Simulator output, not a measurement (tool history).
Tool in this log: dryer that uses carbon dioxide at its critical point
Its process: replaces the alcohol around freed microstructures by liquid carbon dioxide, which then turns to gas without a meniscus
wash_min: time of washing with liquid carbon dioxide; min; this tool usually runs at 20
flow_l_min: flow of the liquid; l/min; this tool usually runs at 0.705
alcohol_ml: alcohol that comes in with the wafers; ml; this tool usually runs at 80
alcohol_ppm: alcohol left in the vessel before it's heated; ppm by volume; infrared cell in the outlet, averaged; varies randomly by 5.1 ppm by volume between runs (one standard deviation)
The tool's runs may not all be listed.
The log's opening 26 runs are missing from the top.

| run | hour | wash_min | flow_l_min | alcohol_ml | hours of work since the filter was changed | hours of work since the purifier's bed was changed | alcohol_ppm |
|---|---|---|---|---|---|---|---|
| 27 | 351.0 | 19 | 0.601 | 80 | 97 | 188 | 343 |
| 28 | 362.2 | 19 | 1.052 | 23 | 103 | 194 | 35 |
| 29 | 371.1 | 27 | 0.710 | 36 | 108 | 199 | 47 |
| 30 | 388.5 | 20 | 0.876 | 54 | 117 | 209 | 47 |
| 31 | 399.8 | 14 | 0.810 | 71 | 123 | 215 | 323 |
| 32 | 408.3 | 14 | 0.810 | 71 | 127 | 219 | 328 |
| 33 | 424.8 | 14 | 0.596 | 43 | 136 | 228 | 685 |
| 34 | 443.7 | 29 | 0.892 | 80 | 146 | 238 | 47 |
| 35 | 459.1 | 29 | 0.892 | 80 | 155 | 246 | 57 |
| 36 | 475.1 | 29 | 0.892 | 80 | 163 | 255 | 53 |
| 37 | 493.0 | 25 | 0.634 | 46 | 173 | 264 | 82 |
| 38 | 503.1 | 17 | 1.108 | 27 | 178 | 270 | 62 |

For run 39, what comes out?
| 39 | 514.1 | 17 | 0.551 | 32 | 184 | 276 | ? |

alcohol_ppm: 410 ppm by volume
If the tool had no hidden condition, the same run with the same run-to-run variation would have returned alcohol_ppm 235 ppm by volume.

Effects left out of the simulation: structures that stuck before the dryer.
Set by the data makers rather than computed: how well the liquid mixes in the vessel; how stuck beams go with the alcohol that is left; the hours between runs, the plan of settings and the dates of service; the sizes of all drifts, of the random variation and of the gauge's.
